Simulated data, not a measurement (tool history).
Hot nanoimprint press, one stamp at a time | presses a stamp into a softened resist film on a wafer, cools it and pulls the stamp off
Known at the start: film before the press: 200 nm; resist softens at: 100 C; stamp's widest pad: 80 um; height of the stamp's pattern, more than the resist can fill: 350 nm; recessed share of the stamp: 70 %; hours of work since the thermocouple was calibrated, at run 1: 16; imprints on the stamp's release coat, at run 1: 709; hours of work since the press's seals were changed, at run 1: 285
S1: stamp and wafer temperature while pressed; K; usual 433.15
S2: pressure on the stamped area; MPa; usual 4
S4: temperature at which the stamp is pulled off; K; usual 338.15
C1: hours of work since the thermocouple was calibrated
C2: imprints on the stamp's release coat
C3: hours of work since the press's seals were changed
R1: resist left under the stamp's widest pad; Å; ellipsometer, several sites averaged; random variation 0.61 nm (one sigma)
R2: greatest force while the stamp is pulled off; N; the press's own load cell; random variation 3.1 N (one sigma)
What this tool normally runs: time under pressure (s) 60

{"run": 1, "hour": 0.0, "S1": 433.15, "S2": 4, "time under pressure (s)": 60, "S4": 338.15, "C1": 16, "C2": 709, "C3": 285, "R1": 1165, "R2": 149}
{"run": 2, "hour": 44.6, "S1": 433.15, "S2": 4, "time under pressure (s)": 60, "S4": 338.15, "C1": 44, "C2": 863, "C3": 313, "R1": 1174, "R2": 148}
{"run": 3, "hour": 94.8, "S1": 433.15, "S2": 4, "time under pressure (s)": 60, "S4": 338.15, "C1": 76, "C2": 1035, "C3": 345, "R1": 1163, "R2": 148}
{"run": 4, "hour": 149.7, "S1": 433.15, "S2": 4.94, "time under pressure (s)": 60, "S4": 338.15, "C1": 111, "C2": 1224, "C3": 380, "R1": 1085, "R2": 146}
{"run": 5, "hour": 186.0, "S1": 433.15, "S2": 4.94, "time under pressure (s)": 60, "S4": 338.15, "C1": 134, "C2": 1348, "C3": 403, "R1": 1072, "R2": 148}
{"run": 6, "hour": 244.6, "S1": 433.15, "S2": 4.94, "time under pressure (s)": 60, "S4": 338.15, "C1": 171, "C2": 1550, "C3": 440, "R1": 1084, "R2": 141}
{"run": 7, "hour": 301.9, "S1": 433.15, "S2": 4.94, "time under pressure (s)": 60, "S4": 338.15, "C1": 207, "C2": 1747, "C3": 477, "R1": 1079, "R2": 149}
{"hour": 327.5, "done": "stamp cleaned and given a new release coat"}
{"run": 8, "hour": 348.8, "S1": 433.15, "S2": 2.62, "time under pressure (s)": 60, "S4": 338.15, "C1": 233, "C2": 73, "C3": 502, "R1": 1319, "R2": 156}
{"run": 9, "hour": 379.8, "S1": 441.15, "S2": 2.62, "time under pressure (s)": 60, "S4": 338.15, "C1": 253, "C2": 179, "C3": 522, "R1": 974, "R2": 150}
{"run": 10, "hour": 427.4, "S1": 441.15, "S2": 2.62, "time under pressure (s)": 60, "S4": 338.15, "C1": 283, "C2": 343, "C3": 552, "R1": 965, "R2": 148}
{"run": 11, "hour": 474.6, "S1": 441.15, "S2": 2.62, "time under pressure (s)": 60, "S4": 338.15, "C1": 313, "C2": 505, "C3": 582, "R1": 963, "R2": 142}
{"run": 12, "hour": 525.0, "S1": 433.15, "S2": 5.92, "time under pressure (s)": 60, "S4": 340.15, "C1": 345, "C2": 678, "C3": 614, "R1": 1011, "R2": 145}
{"run": 13, "hour": 567.8, "S1": 433.15, "S2": 2.71, "time under pressure (s)": 120, "S4": 340.15, "C1": 372, "C2": 825, "C3": 641, "R1": 1067, "R2": 147}
{"run": 14, "hour": 628.9, "S1": 433.15, "S2": 4, "time under pressure (s)": 60, "S4": 333.15, "C1": 411, "C2": 1035, "C3": 680, "R1": 1174, "R2": 154}
{"run": 15, "hour": 653.9, "S1": 443.15, "S2": 3.4, "time under pressure (s)": 60, "S4": 338.15, "C1": 427, "C2": 1121, "C3": 696, "R1": 801, "R2": 147}
{"run": 16, "hour": 691.9, "S1": 443.15, "S2": 3.4, "time under pressure (s)": 60, "S4": 338.15, "C1": 451, "C2": 1252, "C3": 720, "R1": 804, "R2": 151}
{"run": 17, "hour": 721.9, "S1": 443.15, "S2": 4.27, "time under pressure (s)": 60, "S4": 332.15, "C1": 470, "C2": 1355, "C3": 739, "R1": 721, "R2": 160}
{"run": 18, "hour": 761.2, "S1": 443.15, "S2": 4.27, "time under pressure (s)": 60, "S4": 332.15, "C1": 495, "C2": 1490, "C3": 764, "R1": 720, "R2": 154}
{"run": 19, "hour": 798.9, "S1": 443.15, "S2": 4.27, "time under pressure (s)": 60, "S4": 332.15, "C1": 518, "C2": 1619, "C3": 788, "R1": 724, "R2": 156}
{"hour": 827.9, "done": "plate thermocouple calibrated"}
{"run": 20, "hour": 838.9, "S1": 443.15, "S2": 4.27, "time under pressure (s)": 60, "S4": 332.15, "C1": 7, "C2": 1746, "C3": 811, "R1": 721, "R2": 163}
{"hour": 866.1, "done": "stamp cleaned and given a new release coat"}
{"run": 21, "hour": 883.4, "S1": 436.15, "S2": 5.82, "time under pressure (s)": 60, "S4": 328.15, "C1": 31, "C2": 60, "C3": 835, "R1": 876, "R2": 156}
{"run": 22, "hour": 908.3, "S1": 438.15, "S2": 4, "time under pressure (s)": 37, "S4": 338.15, "C1": 47, "C2": 145, "C3": 851, "R1": 1116, "R2": 150}

Predict each of these 5 candidate next runs independently; none follows another, all start after run 22:
{"run": "A", "hour": 933.2, "S1": 438.15, "S2": 6.09, "time under pressure (s)": 37, "S4": 343.15, "C1": 63, "C2": 231, "C3": 867, "R1": "?", "R2": "?"}
{"run": "B", "hour": 933.2, "S1": 428.15, "S2": 2.62, "time under pressure (s)": 37, "S4": 338.15, "C1": 63, "C2": 231, "C3": 867, "R1": "?", "R2": "?"}
{"run": "C", "hour": 933.2, "S1": 441.15, "S2": 3.56, "time under pressure (s)": 60, "S4": 327.15, "C1": 63, "C2": 231, "C3": 867, "R1": "?", "R2": "?"}
{"run": "D", "hour": 933.2, "S1": 438.15, "S2": 6.1, "time under pressure (s)": 37, "S4": 325.15, "C1": 63, "C2": 231, "C3": 867, "R1": "?", "R2": "?"}
{"run": "E", "hour": 933.2, "S1": 422.15, "S2": 6.37, "time under pressure (s)": 37, "S4": 339.15, "C1": 63, "C2": 231, "C3": 867, "R1": "?", "R2": "?"}

run=A R1=936 R2=134
run=B R1=1691 R2=147
run=C R1=855 R2=162
run=D R1=952 R2=165
run=E R1=1691 R2=149
Had the tool no hidden state, the same runs would have come out as:
run=A R1=935 R2=134
run=B R1=1690 R2=147
run=C R1=855 R2=162
run=D R1=951 R2=165
run=E R1=1690 R2=149
